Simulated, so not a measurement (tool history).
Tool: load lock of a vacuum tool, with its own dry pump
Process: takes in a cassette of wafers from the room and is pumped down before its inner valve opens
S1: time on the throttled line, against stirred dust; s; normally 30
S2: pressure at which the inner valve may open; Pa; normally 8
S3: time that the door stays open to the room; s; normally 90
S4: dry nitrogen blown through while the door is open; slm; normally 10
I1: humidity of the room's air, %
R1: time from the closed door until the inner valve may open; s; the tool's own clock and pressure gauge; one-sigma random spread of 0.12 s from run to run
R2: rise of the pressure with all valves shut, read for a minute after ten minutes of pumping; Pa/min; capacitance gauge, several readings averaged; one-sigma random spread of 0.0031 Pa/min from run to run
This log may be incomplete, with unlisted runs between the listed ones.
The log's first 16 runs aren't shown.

{"run": 17, "day": 227.596, "S1": 30, "S2": 8, "S3": 90, "S4": 10, "I1": 47.1, "R1": 52.0, "R2": 0.06}
{"run": 18, "day": 236.529, "S1": 30, "S2": 8, "S3": 90, "S4": 10, "I1": 45.3, "R1": 51.7, "R2": 0.057}
{"run": 19, "day": 249.271, "S1": 22, "S2": 8, "S3": 90, "S4": 10, "I1": 43.7, "R1": 45.2, "R2": 0.057}
{"run": 20, "day": 264.75, "S1": 30, "S2": 8, "S3": 232, "S4": 20, "I1": 42.9, "R1": 51.8, "R2": 0.068}
{"run": 21, "day": 282.921, "S1": 30, "S2": 8, "S3": 57, "S4": 20, "I1": 47.8, "R1": 51.8, "R2": 0.038}
{"run": 22, "day": 301.675, "S1": 30, "S2": 8, "S3": 57, "S4": 20, "I1": 45.8, "R1": 51.9, "R2": 0.035}
{"run": 23, "day": 314.4, "S1": 30, "S2": 8, "S3": 157, "S4": 36, "I1": 46.0, "R1": 51.7, "R2": 0.048}
{"run": 24, "day": 326.979, "S1": 30, "S2": 7, "S3": 90, "S4": 10, "I1": 45.1, "R1": 52.1, "R2": 0.062}
{"run": 25, "day": 337.829, "S1": 30, "S2": 7, "S3": 90, "S4": 10, "I1": 46.7, "R1": 52.2, "R2": 0.056}
{"run": 26, "day": 351.758, "S1": 30, "S2": 7, "S3": 90, "S4": 15, "I1": 45.9, "R1": 52.2, "R2": 0.054}
{"run": 27, "day": 370.992, "S1": 41, "S2": 10, "S3": 60, "S4": 16, "I1": 46.1, "R1": 60.4, "R2": 0.04}
{"run": 28, "day": 379.912, "S1": 41, "S2": 10, "S3": 60, "S4": 16, "I1": 47.4, "R1": 60.5, "R2": 0.04}
{"run": 29, "day": 395.179, "S1": 41, "S2": 10, "S3": 60, "S4": 16, "I1": 46.0, "R1": 60.7, "R2": 0.047}
{"run": 30, "day": 408.067, "S1": 23, "S2": 13, "S3": 156, "S4": 7, "I1": 43.4, "R1": 44.4, "R2": 0.069}
{"run": 31, "day": 427.742, "S1": 23, "S2": 13, "S3": 156, "S4": 7, "I1": 40.8, "R1": 44.5, "R2": 0.069}
{"run": 32, "day": 437.638, "S1": 22, "S2": 11, "S3": 102, "S4": 6, "I1": 42.0, "R1": 43.9, "R2": 0.066}
{"run": 33, "day": 447.138, "S1": 19, "S2": 15, "S3": 52, "S4": 10, "I1": 43.9, "R1": 40.6, "R2": 0.047}
{"run": 34, "day": 459.383, "S1": 47, "S2": 8, "S3": 215, "S4": 7, "I1": 43.3, "R1": 66.4, "R2": 0.092}
{"run": 35, "day": 470.6, "S1": 21, "S2": 8, "S3": 90, "S4": 6, "I1": 46.9, "R1": 44.2, "R2": 0.062}
{"run": 36, "day": 484.333, "S1": 15, "S2": 7, "S3": 90, "S4": 10, "I1": 44.8, "R1": 39.3, "R2": 0.052}
{"run": 37, "day": 504.254, "S1": 15, "S2": 7, "S3": 90, "S4": 10, "I1": 46.5, "R1": 39.4, "R2": 0.056}
{"run": 38, "day": 519.646, "S1": 15, "S2": 7, "S3": 90, "S4": 10, "I1": 46.3, "R1": 39.4, "R2": 0.065}

Predict each of these 3 candidate next runs independently; none follows another, all start after run 38:
{"run": "A", "day": 537.488, "S1": 30, "S2": 12, "S3": 90, "S4": 31, "I1": 47.7, "R1": "?", "R2": "?"}
{"run": "B", "day": 537.488, "S1": 15, "S2": 9, "S3": 90, "S4": 5, "I1": 44.8, "R1": "?", "R2": "?"}
{"run": "C", "day": 537.488, "S1": 15, "S2": 8, "S3": 45, "S4": 16, "I1": 41.8, "R1": "?", "R2": "?"}

run=A R1=50.7 R2=0.044
run=B R1=38.8 R2=0.060
run=C R1=39.1 R2=0.034
Had the tool no hidden state, the same runs would have come out as:
run=A R1=50.7 R2=0.043
run=B R1=38.8 R2=0.059
run=C R1=39.1 R2=0.033

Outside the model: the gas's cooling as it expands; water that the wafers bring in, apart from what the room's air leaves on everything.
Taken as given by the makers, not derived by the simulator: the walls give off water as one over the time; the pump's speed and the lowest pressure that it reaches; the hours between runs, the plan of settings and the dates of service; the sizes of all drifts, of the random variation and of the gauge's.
